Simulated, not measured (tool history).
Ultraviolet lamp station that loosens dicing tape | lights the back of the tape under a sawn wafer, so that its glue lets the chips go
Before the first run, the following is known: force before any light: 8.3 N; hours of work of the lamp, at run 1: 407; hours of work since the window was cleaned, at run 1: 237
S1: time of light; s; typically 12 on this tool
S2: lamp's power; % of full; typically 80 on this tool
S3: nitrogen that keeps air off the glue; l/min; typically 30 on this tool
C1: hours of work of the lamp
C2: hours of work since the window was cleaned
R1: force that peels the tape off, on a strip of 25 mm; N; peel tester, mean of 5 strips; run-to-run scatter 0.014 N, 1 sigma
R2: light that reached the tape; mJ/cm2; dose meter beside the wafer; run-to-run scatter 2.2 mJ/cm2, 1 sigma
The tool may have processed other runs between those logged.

{"run": 1, "hour": 0.0, "S1": 12, "S2": 80, "S3": 30, "C1": 407, "C2": 237, "R1": 0.874, "R2": 169}
{"run": 2, "hour": 61.4, "S1": 12, "S2": 80, "S3": 30, "C1": 441, "C2": 271, "R1": 0.912, "R2": 169}
{"run": 3, "hour": 110.9, "S1": 12, "S2": 80, "S3": 30, "C1": 469, "C2": 299, "R1": 0.965, "R2": 168}
{"run": 4, "hour": 166.6, "S1": 12, "S2": 80, "S3": 30, "C1": 500, "C2": 330, "R1": 1.014, "R2": 165}
{"run": 5, "hour": 245.2, "S1": 12, "S2": 80, "S3": 30, "C1": 545, "C2": 374, "R1": 1.022, "R2": 160}
{"run": 6, "hour": 301.8, "S1": 12, "S2": 80, "S3": 30, "C1": 576, "C2": 406, "R1": 1.078, "R2": 156}
{"run": 7, "hour": 345.4, "S1": 12, "S2": 80, "S3": 14, "C1": 601, "C2": 431, "R1": 1.503, "R2": 152}
{"run": 8, "hour": 437.2, "S1": 12, "S2": 80, "S3": 14, "C1": 652, "C2": 482, "R1": 1.587, "R2": 151}
{"hour": 444.0, "done": "window cleaned of glue's vapour"}
{"run": 9, "hour": 502.8, "S1": 12, "S2": 74, "S3": 14, "C1": 689, "C2": 33, "R1": 1.911, "R2": 132}
{"run": 10, "hour": 592.0, "S1": 12, "S2": 74, "S3": 14, "C1": 739, "C2": 83, "R1": 2.018, "R2": 131}
{"run": 11, "hour": 631.9, "S1": 12, "S2": 74, "S3": 14, "C1": 761, "C2": 105, "R1": 2.069, "R2": 125}
{"run": 12, "hour": 678.7, "S1": 12, "S2": 74, "S3": 14, "C1": 788, "C2": 132, "R1": 2.1, "R2": 124}
{"run": 13, "hour": 771.4, "S1": 12, "S2": 67, "S3": 14, "C1": 840, "C2": 184, "R1": 2.432, "R2": 109}
{"run": 14, "hour": 837.0, "S1": 12, "S2": 80, "S3": 20, "C1": 876, "C2": 221, "R1": 1.763, "R2": 127}
{"run": 15, "hour": 880.0, "S1": 12, "S2": 80, "S3": 20, "C1": 901, "C2": 245, "R1": 1.813, "R2": 128}
{"hour": 902.6, "done": "window cleaned of glue's vapour, once more"}
{"run": 16, "hour": 948.5, "S1": 12, "S2": 80, "S3": 20, "C1": 939, "C2": 26, "R1": 1.327, "R2": 154}
{"run": 17, "hour": 1012.2, "S1": 14, "S2": 83, "S3": 15, "C1": 974, "C2": 61, "R1": 1.117, "R2": 181}
{"run": 18, "hour": 1098.8, "S1": 20, "S2": 87, "S3": 15, "C1": 1023, "C2": 110, "R1": 0.515, "R2": 267}
{"run": 19, "hour": 1144.0, "S1": 14, "S2": 80, "S3": 28, "C1": 1048, "C2": 135, "R1": 0.966, "R2": 166}
{"run": 20, "hour": 1214.4, "S1": 10, "S2": 78, "S3": 30, "C1": 1088, "C2": 175, "R1": 1.839, "R2": 110}

What if the next run were any one of these 3? Each begins from the tool's condition after run 20:
{"run": "A", "hour": 1256.8, "S1": 19, "S2": 61, "S3": 12, "C1": 1112, "C2": 199, "R1": "?", "R2": "?"}
{"run": "B", "hour": 1256.8, "S1": 7, "S2": 81, "S3": 26, "C1": 1112, "C2": 199, "R1": "?", "R2": "?"}
{"run": "C", "hour": 1256.8, "S1": 19, "S2": 77, "S3": 60, "C1": 1112, "C2": 199, "R1": "?", "R2": "?"}

run=A R1=1.404 R2=169
run=B R1=2.861 R2=86
run=C R1=0.440 R2=211
Take away the tool's hidden state, keep each run's random variation, and the runs would have read:
run=A R1=0.687 R2=246
run=B R1=1.786 R2=124
run=C R1=0.220 R2=308

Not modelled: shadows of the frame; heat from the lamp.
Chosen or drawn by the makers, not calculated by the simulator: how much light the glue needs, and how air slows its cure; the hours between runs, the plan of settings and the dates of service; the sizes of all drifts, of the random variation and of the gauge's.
